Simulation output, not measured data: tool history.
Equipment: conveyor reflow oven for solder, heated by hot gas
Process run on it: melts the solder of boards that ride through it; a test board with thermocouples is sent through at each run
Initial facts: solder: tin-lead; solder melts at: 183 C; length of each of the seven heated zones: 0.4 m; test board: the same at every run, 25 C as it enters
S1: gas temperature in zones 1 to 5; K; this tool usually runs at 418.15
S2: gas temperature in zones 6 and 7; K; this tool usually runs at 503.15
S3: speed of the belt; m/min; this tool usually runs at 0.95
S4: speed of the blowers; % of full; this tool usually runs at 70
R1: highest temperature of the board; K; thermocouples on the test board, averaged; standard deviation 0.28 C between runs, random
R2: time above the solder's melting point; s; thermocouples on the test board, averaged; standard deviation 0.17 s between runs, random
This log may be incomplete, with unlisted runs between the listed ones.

run	hour	S1	S2	S3	S4	R1	R2
1	0	418.15	503.15	0.95	70	489.55	39.1
2	77	418.15	503.15	0.95	70	488.75	38.9
3	163.3	418.15	503.15	0.95	70	488.15	39.1
4	256	418.15	503.15	0.95	70	488.25	38.5
5	321.3	418.15	503.15	0.95	70	487.65	38.5
# hour 375.2: belt drive overhauled, speed set with a stopwatch
6	394.8	421.15	503.15	0.95	70	487.95	38.7
# hour 421.8: flux residue cleaned out of gas plates and filters
7	441.3	421.15	503.15	0.95	70	491.05	40.8
8	513.8	421.15	503.15	0.95	70	490.75	40.4
9	586.2	413.15	503.15	0.95	70	489.15	37.8
# hour 655.2: thermocouples of zones 6 and 7 changed
10	676.7	413.15	503.15	0.95	70	486.85	36.2
11	736.2	418.15	503.15	0.95	70	487.25	38.2
12	795.7	418.15	503.15	0.95	60	485.15	36.5
13	878.2	418.15	503.15	0.95	87	489.35	39.2
14	935.7	418.15	503.15	0.95	87	489.05	38.8
# hour 972.7: flux residue cleaned out of gas plates and filters
15	1009.9	418.15	496.15	0.95	87	485.05	37.9
16	1097.8	418.15	496.15	0.95	51	479.95	32.9
17	1180.1	418.15	505.15	0.95	73	490.55	39.9
18	1232.1	418.15	512.15	0.95	73	496.15	42.8
19	1295.4	418.15	512.15	0.95	73	496.25	42.5
20	1381.1	418.15	510.15	0.95	51	490.75	39

Predict the results of run 21:
21	1456.3	418.15	510.15	1.016	52	?	?

{"run 21": {"R1": 487.85, "R2": 34.9}}
If the tool had no hidden condition, the same run with the same run-to-run variation would have returned R1 488.95 K, R2 35.5 s.
